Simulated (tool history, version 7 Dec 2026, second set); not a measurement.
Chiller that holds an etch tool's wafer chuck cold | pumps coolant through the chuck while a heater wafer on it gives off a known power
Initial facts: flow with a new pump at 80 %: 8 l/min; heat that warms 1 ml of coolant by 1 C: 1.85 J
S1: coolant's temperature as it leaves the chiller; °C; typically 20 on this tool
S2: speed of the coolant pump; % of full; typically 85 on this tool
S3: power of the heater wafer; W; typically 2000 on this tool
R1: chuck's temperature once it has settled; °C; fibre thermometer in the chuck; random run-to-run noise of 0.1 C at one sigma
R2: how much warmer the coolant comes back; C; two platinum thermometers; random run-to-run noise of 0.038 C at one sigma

run 1 hour=0 | S1=20 S2=85 S3=2000 | R1=37.3 R2=7.74
run 2 hour=202.7 | S1=20 S2=60 S3=2000 | R1=43.4 R2=11.12
run 3 hour=349.8 | S1=20 S2=60 S3=2000 | R1=43.5 R2=11.08
run 4 hour=510.7 | S1=20 S2=60 S3=2000 | R1=43.7 R2=11.12
run 5 hour=728.5 | S1=20 S2=60 S3=2000 | R1=43.6 R2=11.1
run 6 hour=922.8 | S1=20 S2=85 S3=2000 | R1=37.9 R2=7.88
run 7 hour=1019.9 | S1=20 S2=85 S3=2000 | R1=37.8 R2=7.79
run 8 hour=1250.7 | S1=20 S2=85 S3=2000 | R1=38.1 R2=7.9
run 9 hour=1422.1 | S1=20 S2=85 S3=2000 | R1=38.3 R2=7.88
run 10 hour=1554.2 | S1=26 S2=85 S3=2000 | R1=44.3 R2=7.89
run 11 hour=1725.5 | S1=26 S2=85 S3=2000 | R1=44.4 R2=7.99
run 12 hour=1876.4 | S1=26 S2=85 S3=2000 | R1=44.3 R2=7.96
-- hour=1993.3 chiller's thermometer calibrated
run 13 hour=2068 | S1=17 S2=70 S3=1589 | R1=34.6 R2=7.67
run 14 hour=2219.8 | S1=16 S2=70 S3=1054 | R1=27.6 R2=5.1
run 15 hour=2366.7 | S1=17 S2=88 S3=1385 | R1=30 R2=5.35
run 16 hour=2489.8 | S1=15 S2=88 S3=1385 | R1=27.7 R2=5.41
run 17 hour=2621.6 | S1=20 S2=72 S3=2639 | R1=49.3 R2=12.59
run 18 hour=2773.1 | S1=20 S2=72 S3=2639 | R1=49.3 R2=12.64
run 19 hour=2994.2 | S1=14 S2=78 S3=1368 | R1=28.5 R2=6.08
run 20 hour=3218.5 | S1=14 S2=83 S3=2310 | R1=37.2 R2=9.63
run 21 hour=3399.7 | S1=14 S2=83 S3=2310 | R1=37.1 R2=9.66

Alternative continuations, all from the tool just after run 21; predict every row:
run A hour=3598.9 | S1=16 S2=78 S3=1943 | R1=? R2=?
run B hour=3598.9 | S1=24 S2=85 S3=2365 | R1=? R2=?
run C hour=3598.9 | S1=19 S2=97 S3=1764 | R1=? R2=?

run=A R1=36.7 R2=8.7
run=B R1=47.6 R2=9.72
run=C R1=34.8 R2=6.27
Stripped of hidden state, with their random variation kept, the same runs would have yielded:
run=A R1=33 R2=8.07
run=B R1=43.3 R2=9.01
run=C R1=32 R2=5.81
